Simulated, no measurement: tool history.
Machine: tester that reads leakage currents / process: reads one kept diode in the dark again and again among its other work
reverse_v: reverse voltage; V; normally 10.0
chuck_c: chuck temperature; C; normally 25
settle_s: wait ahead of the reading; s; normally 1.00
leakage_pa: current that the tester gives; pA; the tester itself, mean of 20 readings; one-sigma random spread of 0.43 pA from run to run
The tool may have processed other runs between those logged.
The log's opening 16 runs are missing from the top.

run,hour,reverse_v,chuck_c,settle_s,hours of work since the probe card was cleaned,hours of work since the tester was calibrated,hours of work since the chuck was calibrated,leakage_pa
17,1565.2,1.6,25,1.00,3569,1217,903,65.61
18,1637.5,10.0,25,1.00,3602,1250,936,168.76
# hour 1650.6: probe card cleaned and baked
19,1701.6,10.0,25,1.00,23,1278,963,147.53
20,1799.1,10.0,25,1.00,67,1322,1008,148.43
21,1924.7,10.0,25,1.00,124,1379,1065,148.94
22,1977.1,9.2,58,1.00,148,1403,1088,2041.10
23,2085.0,1.3,58,9.76,197,1452,1137,821.51
24,2174.6,1.3,58,9.76,238,1493,1178,820.44
25,2256.8,1.3,58,9.76,275,1530,1215,821.08
# hour 2296.3: chuck's temperature calibrated
26,2377.9,12.3,28,0.44,329,1584,37,211.93
27,2496.3,12.3,28,0.44,383,1638,91,213.14
28,2622.1,1.2,44,0.64,440,1695,148,267.99
29,2680.2,1.5,46,1.44,466,1721,174,347.70
30,2782.7,1.5,35,3.09,513,1768,221,142.66
31,2908.6,1.5,35,3.09,570,1825,278,143.78
32,3014.1,1.5,35,3.09,618,1873,326,142.60
33,3087.3,1.5,26,3.09,651,1906,359,66.38
34,3145.6,1.5,26,3.09,678,1932,385,66.01
35,3229.2,1.3,24,1.00,716,1970,423,52.11
36,3319.5,7.5,25,1.99,757,2011,464,130.99
37,3423.0,3.0,23,0.88,803,2058,511,71.55
38,3490.0,1.9,20,1.00,834,2089,542,44.30

Estimate the outcome of run 39 from the log above:
39,3560.7,11.1,30,3.16,866,2121,574,?

{"run 39": {"leakage_pa": 243.94}}
With no hidden state in the tool, this same run would have given leakage_pa 231.94 pA.

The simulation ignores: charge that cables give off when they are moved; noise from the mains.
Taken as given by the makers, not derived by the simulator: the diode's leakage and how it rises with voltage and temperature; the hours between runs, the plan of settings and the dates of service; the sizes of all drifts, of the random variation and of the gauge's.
